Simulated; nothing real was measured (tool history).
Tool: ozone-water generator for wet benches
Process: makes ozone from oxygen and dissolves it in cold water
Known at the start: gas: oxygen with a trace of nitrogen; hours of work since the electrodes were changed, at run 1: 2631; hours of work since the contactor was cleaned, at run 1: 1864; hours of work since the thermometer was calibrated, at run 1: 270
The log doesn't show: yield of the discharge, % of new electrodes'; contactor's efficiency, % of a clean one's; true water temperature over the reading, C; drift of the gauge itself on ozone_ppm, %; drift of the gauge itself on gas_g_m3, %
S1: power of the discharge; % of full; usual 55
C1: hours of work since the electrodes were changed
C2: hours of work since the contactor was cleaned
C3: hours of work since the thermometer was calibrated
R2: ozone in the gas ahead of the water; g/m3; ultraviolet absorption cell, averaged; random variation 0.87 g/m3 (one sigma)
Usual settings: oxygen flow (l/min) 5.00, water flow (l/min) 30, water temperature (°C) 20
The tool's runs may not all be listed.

{"run": 1, "day": 0.0, "S1": 55, "oxygen flow (l/min)": 5.0, "water flow (l/min)": 30, "water temperature (°C)": 20, "C1": 2631, "C2": 1864, "C3": 270, "dissolved ozone (ppm)": 12.2, "R2": 135.5}
{"run": 2, "day": 3.396, "S1": 55, "oxygen flow (l/min)": 4.53, "water flow (l/min)": 30, "water temperature (°C)": 20, "C1": 2712, "C2": 1945, "C3": 350, "dissolved ozone (ppm)": 12.2, "R2": 144.8}
{"run": 3, "day": 5.017, "S1": 64, "oxygen flow (l/min)": 5.0, "water flow (l/min)": 30, "water temperature (°C)": 20, "C1": 2750, "C2": 1983, "C3": 389, "dissolved ozone (ppm)": 13.4, "R2": 152.2}
{"run": 4, "day": 8.279, "S1": 55, "oxygen flow (l/min)": 5.3, "water flow (l/min)": 30, "water temperature (°C)": 20, "C1": 2827, "C2": 2060, "C3": 465, "dissolved ozone (ppm)": 11.8, "R2": 128.4}
{"run": 5, "day": 10.946, "S1": 55, "oxygen flow (l/min)": 5.3, "water flow (l/min)": 30, "water temperature (°C)": 20, "C1": 2890, "C2": 2123, "C3": 528, "dissolved ozone (ppm)": 11.8, "R2": 128.1}
{"run": 6, "day": 14.167, "S1": 55, "oxygen flow (l/min)": 5.0, "water flow (l/min)": 27, "water temperature (°C)": 20, "C1": 2966, "C2": 2199, "C3": 604, "dissolved ozone (ppm)": 13.2, "R2": 134.3}
{"run": 7, "day": 16.146, "S1": 55, "oxygen flow (l/min)": 5.0, "water flow (l/min)": 30, "water temperature (°C)": 20, "C1": 3012, "C2": 2245, "C3": 651, "dissolved ozone (ppm)": 11.6, "R2": 134.3}
{"run": 8, "day": 19.233, "S1": 55, "oxygen flow (l/min)": 5.0, "water flow (l/min)": 30, "water temperature (°C)": 20, "C1": 3085, "C2": 2318, "C3": 724, "dissolved ozone (ppm)": 11.8, "R2": 133.2}
{"run": 9, "day": 21.204, "S1": 55, "oxygen flow (l/min)": 5.0, "water flow (l/min)": 30, "water temperature (°C)": 20, "C1": 3132, "C2": 2365, "C3": 770, "dissolved ozone (ppm)": 11.8, "R2": 134.4}
{"run": 10, "day": 24.583, "S1": 55, "oxygen flow (l/min)": 5.0, "water flow (l/min)": 30, "water temperature (°C)": 20, "C1": 3211, "C2": 2444, "C3": 850, "dissolved ozone (ppm)": 12.0, "R2": 132.5}
{"run": 11, "day": 27.05, "S1": 55, "oxygen flow (l/min)": 5.0, "water flow (l/min)": 30, "water temperature (°C)": 20, "C1": 3270, "C2": 2503, "C3": 908, "dissolved ozone (ppm)": 11.7, "R2": 132.3}
{"run": 12, "day": 30.992, "S1": 55, "oxygen flow (l/min)": 5.0, "water flow (l/min)": 30, "water temperature (°C)": 20, "C1": 3363, "C2": 2596, "C3": 1001, "dissolved ozone (ppm)": 11.7, "R2": 133.2}
{"run": 13, "day": 33.592, "S1": 55, "oxygen flow (l/min)": 3.01, "water flow (l/min)": 30, "water temperature (°C)": 20, "C1": 3424, "C2": 2657, "C3": 1063, "dissolved ozone (ppm)": 11.6, "R2": 186.0}
{"day": 33.829, "done": "water thermometer calibrated"}
{"run": 14, "day": 37.088, "S1": 55, "oxygen flow (l/min)": 3.01, "water flow (l/min)": 30, "water temperature (°C)": 20, "C1": 3506, "C2": 2739, "C3": 77, "dissolved ozone (ppm)": 11.8, "R2": 189.1}
{"run": 15, "day": 39.262, "S1": 55, "oxygen flow (l/min)": 3.01, "water flow (l/min)": 30, "water temperature (°C)": 20, "C1": 3557, "C2": 2790, "C3": 128, "dissolved ozone (ppm)": 11.7, "R2": 186.0}
{"run": 16, "day": 41.033, "S1": 55, "oxygen flow (l/min)": 5.0, "water flow (l/min)": 30, "water temperature (°C)": 20, "C1": 3599, "C2": 2832, "C3": 170, "dissolved ozone (ppm)": 11.8, "R2": 131.1}
{"run": 17, "day": 43.283, "S1": 50, "oxygen flow (l/min)": 7.71, "water flow (l/min)": 26, "water temperature (°C)": 21, "C1": 3652, "C2": 2885, "C3": 223, "dissolved ozone (ppm)": 11.4, "R2": 89.9}
{"run": 18, "day": 45.904, "S1": 55, "oxygen flow (l/min)": 5.0, "water flow (l/min)": 30, "water temperature (°C)": 26, "C1": 3714, "C2": 2947, "C3": 285, "dissolved ozone (ppm)": 10.5, "R2": 131.7}
{"day": 48.542, "done": "water thermometer calibrated, once more"}
{"run": 19, "day": 49.688, "S1": 55, "oxygen flow (l/min)": 5.0, "water flow (l/min)": 30, "water temperature (°C)": 26, "C1": 3803, "C2": 3036, "C3": 27, "dissolved ozone (ppm)": 10.6, "R2": 132.2}
{"run": 20, "day": 51.917, "S1": 55, "oxygen flow (l/min)": 5.0, "water flow (l/min)": 30, "water temperature (°C)": 26, "C1": 3855, "C2": 3088, "C3": 80, "dissolved ozone (ppm)": 10.6, "R2": 130.6}
{"run": 21, "day": 54.833, "S1": 47, "oxygen flow (l/min)": 5.0, "water flow (l/min)": 30, "water temperature (°C)": 27, "C1": 3924, "C2": 3157, "C3": 148, "dissolved ozone (ppm)": 9.5, "R2": 114.6}
{"run": 22, "day": 58.125, "S1": 47, "oxygen flow (l/min)": 5.0, "water flow (l/min)": 30, "water temperature (°C)": 27, "C1": 4002, "C2": 3235, "C3": 226, "dissolved ozone (ppm)": 9.4, "R2": 115.9}
{"run": 23, "day": 60.388, "S1": 88, "oxygen flow (l/min)": 5.0, "water flow (l/min)": 39, "water temperature (°C)": 22, "C1": 4055, "C2": 3288, "C3": 279, "dissolved ozone (ppm)": 12.5, "R2": 189.8}
{"run": 24, "day": 63.267, "S1": 88, "oxygen flow (l/min)": 5.0, "water flow (l/min)": 39, "water temperature (°C)": 22, "C1": 4123, "C2": 3356, "C3": 347, "dissolved ozone (ppm)": 12.6, "R2": 187.5}

Run 25 comes next. What will it give?
{"run": 25, "day": 66.179, "S1": 88, "oxygen flow (l/min)": 5.0, "water flow (l/min)": 39, "water temperature (°C)": 22, "C1": 4192, "C2": 3425, "C3": 416, "dissolved ozone (ppm)": "?", "R2": "?"}

dissolved ozone (ppm): 12.5
R2: 187.2 g/m3
Without the tool's hidden state the same run would have given dissolved ozone (ppm) 14.8, R2 217.9 g/m3.
